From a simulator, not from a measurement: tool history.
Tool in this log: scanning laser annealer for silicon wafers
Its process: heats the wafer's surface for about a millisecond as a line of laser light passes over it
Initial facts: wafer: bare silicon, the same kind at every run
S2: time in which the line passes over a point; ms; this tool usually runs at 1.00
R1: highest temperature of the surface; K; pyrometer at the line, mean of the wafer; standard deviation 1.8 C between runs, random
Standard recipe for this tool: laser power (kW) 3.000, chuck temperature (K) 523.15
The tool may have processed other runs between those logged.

{"run": 1, "hour": 0.0, "laser power (kW)": 3.0, "S2": 1.0, "chuck temperature (K)": 523.15, "R1": 1241.15}
{"run": 2, "hour": 28.2, "laser power (kW)": 2.942, "S2": 1.0, "chuck temperature (K)": 523.15, "R1": 1225.15}
{"run": 3, "hour": 67.3, "laser power (kW)": 3.0, "S2": 1.0, "chuck temperature (K)": 523.15, "R1": 1231.15}
{"hour": 91.1, "done": "window over the wafer cleaned"}
{"run": 4, "hour": 120.0, "laser power (kW)": 3.0, "S2": 1.0, "chuck temperature (K)": 523.15, "R1": 1215.15}
{"run": 5, "hour": 170.4, "laser power (kW)": 3.0, "S2": 1.0, "chuck temperature (K)": 523.15, "R1": 1208.15}
{"hour": 209.7, "done": "window over the wafer cleaned, once more"}
{"run": 6, "hour": 209.7, "laser power (kW)": 3.014, "S2": 1.0, "chuck temperature (K)": 562.15, "R1": 1318.15}
{"run": 7, "hour": 264.7, "laser power (kW)": 3.225, "S2": 0.78, "chuck temperature (K)": 561.15, "R1": 1264.15}
{"run": 8, "hour": 292.9, "laser power (kW)": 2.641, "S2": 0.78, "chuck temperature (K)": 553.15, "R1": 1121.15}
{"run": 9, "hour": 338.0, "laser power (kW)": 2.572, "S2": 0.78, "chuck temperature (K)": 516.15, "R1": 1063.15}
{"run": 10, "hour": 376.8, "laser power (kW)": 3.221, "S2": 0.87, "chuck temperature (K)": 523.15, "R1": 1263.15}

Measured less the same run without the tool's hidden state. The same run-to-run variation is in both; the gauge's scatter may not be:
Hidden state present: light that passes the window, % of a clean one's; laser's true power over the reading, %; width of the line over the set one, %; drift of the gauge itself on peak_c, C.
run=1 R1=-49.00
run=2 R1=-49.00
run=3 R1=-53.00
run=4 R1=-73.00
run=5 R1=-76.00
run=6 R1=-12.00
run=7 R1=-14.00
run=8 R1=-13.00
run=9 R1=-15.00
run=10 R1=-22.00

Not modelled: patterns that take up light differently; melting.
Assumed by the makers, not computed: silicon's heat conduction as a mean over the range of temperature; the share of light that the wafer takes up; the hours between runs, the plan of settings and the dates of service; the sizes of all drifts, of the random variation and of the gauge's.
